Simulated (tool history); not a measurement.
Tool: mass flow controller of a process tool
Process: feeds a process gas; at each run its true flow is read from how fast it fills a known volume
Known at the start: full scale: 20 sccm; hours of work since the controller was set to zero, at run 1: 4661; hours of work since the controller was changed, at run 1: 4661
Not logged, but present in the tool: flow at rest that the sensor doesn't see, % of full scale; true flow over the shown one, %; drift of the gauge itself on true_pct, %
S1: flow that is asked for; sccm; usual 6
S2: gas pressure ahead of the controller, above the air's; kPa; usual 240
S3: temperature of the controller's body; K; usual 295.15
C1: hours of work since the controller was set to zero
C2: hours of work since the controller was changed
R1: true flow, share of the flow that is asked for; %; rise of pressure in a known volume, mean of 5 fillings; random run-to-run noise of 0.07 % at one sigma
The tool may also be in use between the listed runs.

| run | hour | S1 | S2 | S3 | C1 | C2 | R1 |
|---|---|---|---|---|---|---|---|
| 1 | 0.0 | 6 | 240 | 295.15 | 4661 | 4661 | 98.31 |
| 2 | 277.5 | 6 | 232 | 295.15 | 4783 | 4783 | 98.19 |
| 3 | 549.9 | 6 | 212 | 295.15 | 4902 | 4902 | 98.05 |
| 4 | 879.0 | 6 | 212 | 295.15 | 5047 | 5047 | 98.04 |
| 5 | 1083.1 | 6 | 212 | 295.15 | 5136 | 5136 | 97.92 |
| 6 | 1291.9 | 6 | 212 | 295.15 | 5228 | 5228 | 97.96 |
| 7 | 1551.7 | 6 | 212 | 296.15 | 5342 | 5342 | 97.71 |
| 8 | 1758.5 | 6 | 240 | 294.15 | 5433 | 5433 | 97.92 |
| 9 | 1996.1 | 6 | 240 | 295.15 | 5537 | 5537 | 97.71 |
| 10 | 2377.4 | 6 | 240 | 303.15 | 5705 | 5705 | 96.79 |
| 11 | 2748.0 | 6 | 240 | 303.15 | 5867 | 5867 | 96.74 |
| 12 | 3039.8 | 6 | 229 | 303.15 | 5996 | 5996 | 96.45 |
| 13 | 3357.5 | 4 | 142 | 296.15 | 6135 | 6135 | 96.65 |
| 14 | 3726.4 | 4 | 142 | 302.15 | 6297 | 6297 | 95.81 |
| 15 | 3916.9 | 18 | 243 | 302.15 | 6381 | 6381 | 98.36 |
| 16 | 4127.2 | 4 | 240 | 295.15 | 6473 | 6473 | 96.92 |
| 17 | 4295.2 | 4 | 240 | 295.15 | 6547 | 6547 | 96.88 |
| 18 | 4546.8 | 3 | 171 | 305.15 | 6657 | 6657 | 95.24 |
| 19 | 4916.5 | 3 | 171 | 309.15 | 6819 | 6819 | 94.74 |
|  | 4961.2 | controller's zero set anew |
| 20 | 5262.3 | 6 | 239 | 295.15 | 132 | 6971 | 97.00 |

Alternative continuations, all from the tool just after run 20; predict every row:
| A | 5605.9 | 6 | 140 | 308.15 | 283 | 7122 | ? |
| B | 5605.9 | 18 | 159 | 295.15 | 283 | 7122 | ? |
| C | 5605.9 | 17 | 206 | 295.15 | 283 | 7122 | ? |
| D | 5605.9 | 17 | 239 | 307.15 | 283 | 7122 | ? |

| run | R1 |
|---|---|
| A | 95.06 |
| B | 98.40 |
| C | 98.31 |
| D | 97.16 |
Had the tool no hidden state, the same runs would have come out as:
| run | R1 |
|---|---|
| A | 96.46 |
| B | 99.86 |
| C | 99.77 |
| D | 98.60 |
